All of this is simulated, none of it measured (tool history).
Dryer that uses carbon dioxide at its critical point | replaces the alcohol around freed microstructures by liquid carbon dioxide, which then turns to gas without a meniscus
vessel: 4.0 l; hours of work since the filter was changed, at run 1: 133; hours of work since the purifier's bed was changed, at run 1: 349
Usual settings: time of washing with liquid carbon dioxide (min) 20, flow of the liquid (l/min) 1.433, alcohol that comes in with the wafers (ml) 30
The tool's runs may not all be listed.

| run | hour | time of washing with liquid carbon dioxide (min) | flow of the liquid (l/min) | alcohol that comes in with the wafers (ml) | hours of work since the filter was changed | hours of work since the purifier's bed was changed | alcohol left in the vessel before it's heated (ppm by volume) |
|---|---|---|---|---|---|---|---|
| 1 | 0.0 | 20 | 1.433 | 30 | 133 | 349 | 134 |
| 2 | 11.5 | 20 | 2.380 | 30 | 138 | 354 | 110 |
| 3 | 28.9 | 20 | 2.380 | 30 | 147 | 363 | 113 |
| 4 | 45.2 | 20 | 2.380 | 30 | 155 | 371 | 125 |
| 5 | 54.0 | 20 | 2.380 | 30 | 159 | 375 | 119 |
| 6 | 70.5 | 31 | 2.380 | 30 | 167 | 383 | 121 |
| 7 | 80.8 | 20 | 1.433 | 30 | 172 | 388 | 164 |
| 8 | 89.4 | 20 | 1.433 | 30 | 176 | 392 | 149 |
| 9 | 100.7 | 27 | 1.433 | 30 | 182 | 398 | 132 |
| 10 | 108.3 | 20 | 1.433 | 30 | 185 | 401 | 165 |
| 11 | 125.9 | 20 | 1.433 | 30 | 194 | 410 | 158 |
| 12 | 137.8 | 19 | 1.433 | 30 | 200 | 416 | 175 |
| 13 | 152.1 | 19 | 1.433 | 30 | 207 | 423 | 181 |
| 14 | 165.5 | 20 | 1.433 | 30 | 213 | 429 | 179 |
| 15 | 178.4 | 30 | 1.433 | 30 | 220 | 435 | 143 |
| 16 | 185.8 | 20 | 2.260 | 42 | 223 | 439 | 142 |
| 17 | 197.2 | 20 | 2.260 | 113 | 229 | 445 | 141 |
| 18 | 207.8 | 27 | 1.433 | 25 | 234 | 450 | 149 |
| 19 | 219.4 | 27 | 1.433 | 25 | 239 | 455 | 147 |
| 20 | 226.8 | 23 | 1.433 | 88 | 243 | 459 | 190 |
| 21 | 242.4 | 15 | 1.890 | 61 | 251 | 467 | 237 |
| 22 | 252.5 | 32 | 1.130 | 30 | 256 | 472 | 161 |
| 23 | 266.2 | 27 | 1.290 | 112 | 262 | 478 | 207 |
| 24 | 282.9 | 16 | 1.433 | 111 | 270 | 486 | 562 |
| 25 | 299.1 | 16 | 1.433 | 111 | 278 | 494 | 563 |
| 26 | 310.7 | 16 | 1.433 | 111 | 284 | 500 | 572 |
| 27 | 320.5 | 16 | 1.433 | 111 | 289 | 505 | 575 |
| 28 | 336.4 | 16 | 1.433 | 111 | 296 | 512 | 578 |

4 ways to go on from here, each from the tool as it stands after run 28. What would each give?
| A | 344.0 | 18 | 1.120 | 21 | 300 | 516 | ? |
| B | 344.0 | 12 | 1.080 | 24 | 300 | 516 | ? |
| C | 344.0 | 20 | 1.020 | 27 | 300 | 516 | ? |
| D | 344.0 | 16 | 1.250 | 30 | 300 | 516 | ? |

| run | alcohol left in the vessel before it's heated (ppm by volume) |
|---|---|
| A | 291 |
| B | 693 |
| C | 315 |
| D | 353 |
Without the tool's hidden state the same runs would have given:
| run | alcohol left in the vessel before it's heated (ppm by volume) |
|---|---|
| A | 91 |
| B | 427 |
| C | 112 |
| D | 139 |
